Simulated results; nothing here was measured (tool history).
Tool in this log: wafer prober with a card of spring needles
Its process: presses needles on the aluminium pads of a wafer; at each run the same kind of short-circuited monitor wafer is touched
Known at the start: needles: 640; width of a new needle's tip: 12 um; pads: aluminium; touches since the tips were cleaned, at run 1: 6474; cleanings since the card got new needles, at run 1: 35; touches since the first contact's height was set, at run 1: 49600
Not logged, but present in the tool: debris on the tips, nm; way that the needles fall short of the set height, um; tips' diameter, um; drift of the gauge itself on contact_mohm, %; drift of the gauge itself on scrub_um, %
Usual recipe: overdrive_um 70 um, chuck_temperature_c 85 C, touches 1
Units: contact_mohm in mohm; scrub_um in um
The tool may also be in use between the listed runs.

run,hour,overdrive_um,chuck_temperature_c,touches,touches since the tips were cleaned,cleanings since the card got new needles,touches since the first contact's height was set,contact_mohm,scrub_um
1,0.0,70,85,1,6474,35,49600,269,11.43
# hour 3.6: tips cleaned on abrasive film
2,24.2,70,85,1,5534,36,56090,270,11.45
# hour 32.3: tips cleaned on abrasive film
3,41.9,70,85,1,2599,37,60849,265,11.41
# hour 59.7: tips cleaned on abrasive film
4,60.8,75,85,1,310,38,65921,252,12.27
5,82.0,70,85,1,6033,38,71644,265,11.36
# hour 86.6: tips cleaned on abrasive film
6,103.7,70,84,1,4592,39,77455,266,11.35
# hour 114.4: tips cleaned on abrasive film
7,125.6,70,84,2,3024,40,83352,252,11.40
8,137.7,70,84,2,6291,40,86619,260,11.33
# hour 142.9: tips cleaned on abrasive film
9,153.0,70,85,1,2721,41,90702,264,11.31
# hour 170.9: tips cleaned on abrasive film
10,177.0,70,85,1,1656,42,97166,262,11.34
11,193.9,70,85,1,6208,42,101718,269,11.29
# hour 198.4: tips cleaned on abrasive film
12,207.4,70,71,1,2441,43,105341,260,11.31
# hour 225.3: tips cleaned on abrasive film
13,229.5,70,71,1,1133,44,111260,257,11.28
14,248.9,70,71,1,6377,44,116504,267,11.31
# hour 252.9: tips cleaned on abrasive film
# hour 256.3: height of the first contact set anew
15,268.4,70,71,1,4120,45,3262,261,11.12
# hour 280.8: tips cleaned on abrasive film
16,291.1,70,40,1,2770,46,9349,253,11.11
17,303.0,70,40,1,5983,46,12562,263,11.12
# hour 308.6: tips cleaned on abrasive film
18,322.3,70,69,1,3697,47,17731,263,11.05
19,333.0,74,85,2,6601,47,20635,260,11.81
# hour 337.3: tips cleaned on abrasive film
20,348.6,70,109,1,3063,48,24819,269,11.09
21,362.3,70,31,1,6749,48,28505,258,11.07
# hour 366.3: tips cleaned on abrasive film
22,386.9,70,89,1,5541,49,35108,271,11.06
# hour 393.1: tips cleaned on abrasive film
# hour 407.4: height of the first contact set anew, once more
23,413.7,70,89,1,5461,50,1683,270,11.53
# hour 420.3: tips cleaned on abrasive film
24,432.5,66,84,3,3288,51,6735,257,10.82
# hour 447.9: tips cleaned on abrasive film
25,449.5,88,92,1,427,52,11287,251,14.46
26,465.5,52,118,2,4747,52,15607,275,8.56
# hour 475.4: tips cleaned on abrasive film
27,488.2,59,47,3,3449,53,21706,250,9.69
# hour 502.2: tips cleaned on abrasive film
28,502.2,59,47,3,0,54,25455,243,9.70
29,514.6,75,119,2,3358,54,28813,267,12.34
# hour 529.6: tips cleaned on abrasive film
30,539.7,84,31,1,2721,55,35532,247,13.84
31,554.1,84,31,1,6607,55,39418,249,13.77
# hour 557.2: tips cleaned on abrasive film
32,576.2,68,27,1,5128,56,45375,258,11.13
# hour 584.0: tips cleaned on abrasive film
33,590.5,53,26,2,1754,57,49201,249,8.57

Entry by entry between the runs, the difference in hidden state between the last listed run before and the first listed run after:
Run 1 -> run 2: tips cleaned on abrasive film (hour 3.6)
  debris on the tips, nm: 137.7 -> 134.2; way that the needles fall short of the set height, um: 0.52 -> 0.64; tips' diameter, um: 13.28 -> 13.32
  measured result minus the result with no hidden state, contact_mohm: +19 -> +19 mohm; scrub_um: -0.09 -> -0.11 um
Run 2 -> run 3: tips cleaned on abrasive film (hour 32.3)
  debris on the tips, nm: 134.2 -> 108.7; way that the needles fall short of the set height, um: 0.64 -> 0.77; tips' diameter, um: 13.32 -> 13.37
  measured result minus the result with no hidden state, contact_mohm: +19 -> +15 mohm; scrub_um: -0.11 -> -0.12 um
Run 3 -> run 4: tips cleaned on abrasive film (hour 59.7)
  debris on the tips, nm: 108.7 -> 28.7; way that the needles fall short of the set height, um: 0.77 -> 0.88; tips' diameter, um: 13.37 -> 13.41
  measured result minus the result with no hidden state, contact_mohm: +15 -> +3 mohm; scrub_um: -0.12 -> -0.15 um
Run 5 -> run 6: tips cleaned on abrasive film (hour 86.6)
  debris on the tips, nm: 136 -> 131.5; way that the needles fall short of the set height, um: 0.88 -> 0.98; tips' diameter, um: 13.41 -> 13.44
  measured result minus the result with no hidden state, contact_mohm: +18 -> +18 mohm; scrub_um: -0.14 -> -0.16 um
Run 6 -> run 7: tips cleaned on abrasive film (hour 114.4)
  debris on the tips, nm: 131.5 -> 113.5; way that the needles fall short of the set height, um: 0.98 -> 1.11; tips' diameter, um: 13.44 -> 13.49
  measured result minus the result with no hidden state, contact_mohm: +18 -> +9 mohm; scrub_um: -0.16 -> -0.19 um
Run 8 -> run 9: tips cleaned on abrasive film (hour 142.9)
  debris on the tips, nm: 136.2 -> 112.5; way that the needles fall short of the set height, um: 1.11 -> 1.23; tips' diameter, um: 13.49 -> 13.53
  measured result minus the result with no hidden state, contact_mohm: +11 -> +15 mohm; scrub_um: -0.18 -> -0.20 um
Run 9 -> run 10: tips cleaned on abrasive film (hour 170.9)
  debris on the tips, nm: 112.5 -> 85.7; way that the needles fall short of the set height, um: 1.23 -> 1.31; tips' diameter, um: 13.53 -> 13.56
  measured result minus the result with no hidden state, contact_mohm: +15 -> +12 mohm; scrub_um: -0.20 -> -0.21 um
Run 11 -> run 12: tips cleaned on abrasive film (hour 198.4)
  debris on the tips, nm: 136.2 -> 111.8; way that the needles fall short of the set height, um: 1.31 -> 1.41; tips' diameter, um: 13.56 -> 13.59
  measured result minus the result with no hidden state, contact_mohm: +19 -> +16 mohm; scrub_um: -0.22 -> -0.23 um
Run 12 -> run 13: tips cleaned on abrasive film (hour 225.3)
  debris on the tips, nm: 111.8 -> 62.4; way that the needles fall short of the set height, um: 1.41 -> 1.54; tips' diameter, um: 13.59 -> 13.64
  measured result minus the result with no hidden state, contact_mohm: +16 -> +9 mohm; scrub_um: -0.23 -> -0.25 um
Run 14 -> run 15: tips cleaned on abrasive film (hour 252.9); height of the first contact set anew (hour 256.3)
  debris on the tips, nm: 136.7 -> 125.6; way that the needles fall short of the set height, um: 1.54 -> 2.43; tips' diameter, um: 13.64 -> 13.68
  measured result minus the result with no hidden state, contact_mohm: +21 -> +19 mohm; scrub_um: -0.26 -> -0.41 um
Run 15 -> run 16: tips cleaned on abrasive film (hour 280.8)
  debris on the tips, nm: 125.6 -> 112.5; way that the needles fall short of the set height, um: 2.43 -> 2.51; tips' diameter, um: 13.68 -> 13.71
  measured result minus the result with no hidden state, contact_mohm: +19 -> +18 mohm; scrub_um: -0.41 -> -0.41 um
Run 17 -> run 18: tips cleaned on abrasive film (hour 308.6)
  debris on the tips, nm: 136 -> 126.8; way that the needles fall short of the set height, um: 2.51 -> 2.61; tips' diameter, um: 13.71 -> 13.74
  measured result minus the result with no hidden state, contact_mohm: +22 -> +20 mohm; scrub_um: -0.42 -> -0.43 um
Run 19 -> run 20: tips cleaned on abrasive film (hour 337.3)
  debris on the tips, nm: 138.1 -> 113.7; way that the needles fall short of the set height, um: 2.61 -> 2.7; tips' diameter, um: 13.74 -> 13.77
  measured result minus the result with no hidden state, contact_mohm: +11 -> +16 mohm; scrub_um: -0.43 -> -0.45 um
Run 21 -> run 22: tips cleaned on abrasive film (hour 366.3)
  debris on the tips, nm: 137.4 -> 133.4; way that the needles fall short of the set height, um: 2.7 -> 2.82; tips' diameter, um: 13.77 -> 13.81
  measured result minus the result with no hidden state, contact_mohm: +23 -> +20 mohm; scrub_um: -0.45 -> -0.46 um
Run 22 -> run 23: tips cleaned on abrasive film (hour 393.1); height of the first contact set anew, once more (hour 407.4)
  debris on the tips, nm: 133.4 -> 134.7; way that the needles fall short of the set height, um: 2.82 -> 0; tips' diameter, um: 13.81 -> 13.86
  measured result minus the result with no hidden state, contact_mohm: +20 -> +19 mohm; scrub_um: -0.46 -> +0.00 um
Run 23 -> run 24: tips cleaned on abrasive film (hour 420.3)
  debris on the tips, nm: 134.7 -> 117.8; way that the needles fall short of the set height, um: 0 -> 0.13; tips' diameter, um: 13.86 -> 13.9
  measured result minus the result with no hidden state, contact_mohm: +19 -> +6 mohm; scrub_um: +0.00 -> -0.02 um
Run 24 -> run 25: tips cleaned on abrasive film (hour 447.9)
  debris on the tips, nm: 117.8 -> 38.7; way that the needles fall short of the set height, um: 0.13 -> 0.23; tips' diameter, um: 13.9 -> 13.94
  measured result minus the result with no hidden state, contact_mohm: +6 -> +4 mohm; scrub_um: -0.02 -> -0.04 um
Run 26 -> run 27: tips cleaned on abrasive film (hour 475.4)
  debris on the tips, nm: 131.7 -> 121.1; way that the needles fall short of the set height, um: 0.23 -> 0.31; tips' diameter, um: 13.94 -> 13.96
  measured result minus the result with no hidden state, contact_mohm: +19 -> +10 mohm; scrub_um: -0.04 -> -0.05 um
Run 27 -> run 28: tips cleaned on abrasive film (hour 502.2)
  debris on the tips, nm: 121.1 -> 7.5; way that the needles fall short of the set height, um: 0.31 -> 0.39; tips' diameter, um: 13.96 -> 13.99
  measured result minus the result with no hidden state, contact_mohm: +10 -> +2 mohm; scrub_um: -0.05 -> -0.06 um
Run 29 -> run 30: tips cleaned on abrasive film (hour 529.6)
  debris on the tips, nm: 122 -> 109.7; way that the needles fall short of the set height, um: 0.39 -> 0.47; tips' diameter, um: 13.99 -> 14.02
  measured result minus the result with no hidden state, contact_mohm: +9 -> +13 mohm; scrub_um: -0.06 -> -0.08 um
Run 31 -> run 32: tips cleaned on abrasive film (hour 557.2)
  debris on the tips, nm: 136.9 -> 134.5; way that the needles fall short of the set height, um: 0.47 -> 0.57; tips' diameter, um: 14.02 -> 14.06
  measured result minus the result with no hidden state, contact_mohm: +16 -> +23 mohm; scrub_um: -0.08 -> -0.10 um
Run 32 -> run 33: tips cleaned on abrasive film (hour 584.0)
  debris on the tips, nm: 134.5 -> 96.6; way that the needles fall short of the set height, um: 0.57 -> 0.69; tips' diameter, um: 14.06 -> 14.1
  measured result minus the result with no hidden state, contact_mohm: +23 -> +17 mohm; scrub_um: -0.10 -> -0.12 um
